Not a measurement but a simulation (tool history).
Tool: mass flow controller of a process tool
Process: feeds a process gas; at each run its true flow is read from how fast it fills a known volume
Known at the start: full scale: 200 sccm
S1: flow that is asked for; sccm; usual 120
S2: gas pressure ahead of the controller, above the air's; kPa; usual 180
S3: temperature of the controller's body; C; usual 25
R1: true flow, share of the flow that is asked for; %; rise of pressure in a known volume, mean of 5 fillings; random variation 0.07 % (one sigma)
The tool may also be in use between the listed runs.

{"run": 1, "hour": 0.0, "S1": 120, "S2": 180, "S3": 25, "R1": 98.87}
{"run": 2, "hour": 65.3, "S1": 120, "S2": 180, "S3": 25, "R1": 98.98}
{"run": 3, "hour": 122.6, "S1": 120, "S2": 180, "S3": 25, "R1": 98.84}
{"run": 4, "hour": 194.6, "S1": 120, "S2": 180, "S3": 25, "R1": 98.77}
{"run": 5, "hour": 235.0, "S1": 120, "S2": 180, "S3": 25, "R1": 98.76}
{"run": 6, "hour": 306.5, "S1": 120, "S2": 180, "S3": 25, "R1": 98.74}
{"run": 7, "hour": 356.7, "S1": 120, "S2": 180, "S3": 25, "R1": 98.66}
{"run": 8, "hour": 433.4, "S1": 120, "S2": 180, "S3": 25, "R1": 98.66}
{"run": 9, "hour": 502.2, "S1": 120, "S2": 180, "S3": 25, "R1": 98.43}
{"run": 10, "hour": 554.6, "S1": 120, "S2": 180, "S3": 25, "R1": 98.4}
{"run": 11, "hour": 622.4, "S1": 120, "S2": 180, "S3": 25, "R1": 98.38}
{"run": 12, "hour": 690.2, "S1": 120, "S2": 180, "S3": 25, "R1": 98.21}
{"run": 13, "hour": 742.0, "S1": 120, "S2": 180, "S3": 22, "R1": 98.08}
{"run": 14, "hour": 800.9, "S1": 120, "S2": 180, "S3": 25, "R1": 98.34}
{"run": 15, "hour": 839.1, "S1": 120, "S2": 180, "S3": 25, "R1": 98.33}
{"run": 16, "hour": 898.6, "S1": 120, "S2": 180, "S3": 25, "R1": 98.07}
{"run": 17, "hour": 941.2, "S1": 120, "S2": 180, "S3": 25, "R1": 98.06}
{"run": 18, "hour": 989.7, "S1": 120, "S2": 180, "S3": 22, "R1": 97.86}
{"run": 19, "hour": 1026.8, "S1": 76, "S2": 180, "S3": 25, "R1": 97.27}
{"run": 20, "hour": 1070.6, "S1": 76, "S2": 180, "S3": 25, "R1": 97.47}
{"run": 21, "hour": 1124.7, "S1": 120, "S2": 180, "S3": 25, "R1": 97.85}
{"run": 22, "hour": 1185.9, "S1": 120, "S2": 180, "S3": 25, "R1": 97.64}
{"run": 23, "hour": 1244.0, "S1": 120, "S2": 180, "S3": 25, "R1": 97.8}
{"run": 24, "hour": 1288.0, "S1": 120, "S2": 225, "S3": 26, "R1": 97.88}
{"run": 25, "hour": 1364.3, "S1": 31, "S2": 225, "S3": 27, "R1": 96.79}
{"run": 26, "hour": 1396.9, "S1": 104, "S2": 225, "S3": 38, "R1": 98.44}
{"run": 27, "hour": 1474.2, "S1": 104, "S2": 225, "S3": 38, "R1": 98.28}
{"run": 28, "hour": 1520.8, "S1": 145, "S2": 180, "S3": 35, "R1": 98.49}
{"run": 29, "hour": 1580.9, "S1": 133, "S2": 168, "S3": 23, "R1": 97.39}
{"run": 30, "hour": 1650.1, "S1": 133, "S2": 168, "S3": 23, "R1": 97.31}
{"run": 31, "hour": 1725.5, "S1": 133, "S2": 156, "S3": 22, "R1": 97.21}
{"run": 32, "hour": 1761.6, "S1": 144, "S2": 274, "S3": 39, "R1": 98.63}
{"run": 33, "hour": 1796.5, "S1": 144, "S2": 274, "S3": 39, "R1": 98.66}
{"run": 34, "hour": 1858.1, "S1": 20, "S2": 209, "S3": 23, "R1": 95.88}
{"run": 35, "hour": 1906.1, "S1": 34, "S2": 209, "S3": 21, "R1": 95.88}
{"run": 36, "hour": 1949.0, "S1": 28, "S2": 152, "S3": 37, "R1": 96.61}
{"run": 37, "hour": 2016.3, "S1": 50, "S2": 146, "S3": 29, "R1": 96.25}
{"run": 38, "hour": 2080.0, "S1": 81, "S2": 160, "S3": 32, "R1": 96.83}
{"run": 39, "hour": 2136.9, "S1": 81, "S2": 160, "S3": 32, "R1": 96.8}
{"run": 40, "hour": 2187.0, "S1": 22, "S2": 148, "S3": 21, "R1": 95.34}
{"run": 41, "hour": 2256.1, "S1": 22, "S2": 148, "S3": 21, "R1": 95.14}
{"hour": 2293.8, "done": "gauge calibrated"}
{"run": 42, "hour": 2321.6, "S1": 22, "S2": 146, "S3": 24, "R1": 97.61}
{"run": 43, "hour": 2398.0, "S1": 22, "S2": 146, "S3": 24, "R1": 97.59}
{"run": 44, "hour": 2453.6, "S1": 101, "S2": 238, "S3": 30, "R1": 99.1}
{"run": 45, "hour": 2489.3, "S1": 98, "S2": 243, "S3": 22, "R1": 98.46}
{"run": 46, "hour": 2554.3, "S1": 47, "S2": 214, "S3": 22, "R1": 97.81}

Measured less the same run without the tool's hidden state. The same run-to-run variation is in both; the gauge's scatter may not be:
The hidden state here: flow at rest that the sensor doesn't see, % of full scale; true flow over the shown one, %; drift of the gauge itself on true_pct, %.
run=1 R1=+0.00
run=2 R1=-0.06
run=3 R1=-0.12
run=4 R1=-0.20
run=5 R1=-0.24
run=6 R1=-0.31
run=7 R1=-0.36
run=8 R1=-0.44
run=9 R1=-0.51
run=10 R1=-0.56
run=11 R1=-0.63
run=12 R1=-0.70
run=13 R1=-0.74
run=14 R1=-0.81
run=15 R1=-0.85
run=16 R1=-0.90
run=17 R1=-0.95
run=18 R1=-0.99
run=19 R1=-1.03
run=20 R1=-1.07
run=21 R1=-1.13
run=22 R1=-1.19
run=23 R1=-1.25
run=24 R1=-1.29
run=25 R1=-1.37
run=26 R1=-1.42
run=27 R1=-1.50
run=28 R1=-1.54
run=29 R1=-1.59
run=30 R1=-1.65
run=31 R1=-1.73
run=32 R1=-1.79
run=33 R1=-1.83
run=34 R1=-1.86
run=35 R1=-1.90
run=36 R1=-1.97
run=37 R1=-2.01
run=38 R1=-2.09
run=39 R1=-2.15
run=40 R1=-2.19
run=41 R1=-2.25
run=42 R1=-0.05
run=43 R1=-0.12
run=44 R1=-0.16
run=45 R1=-0.20
run=46 R1=-0.27
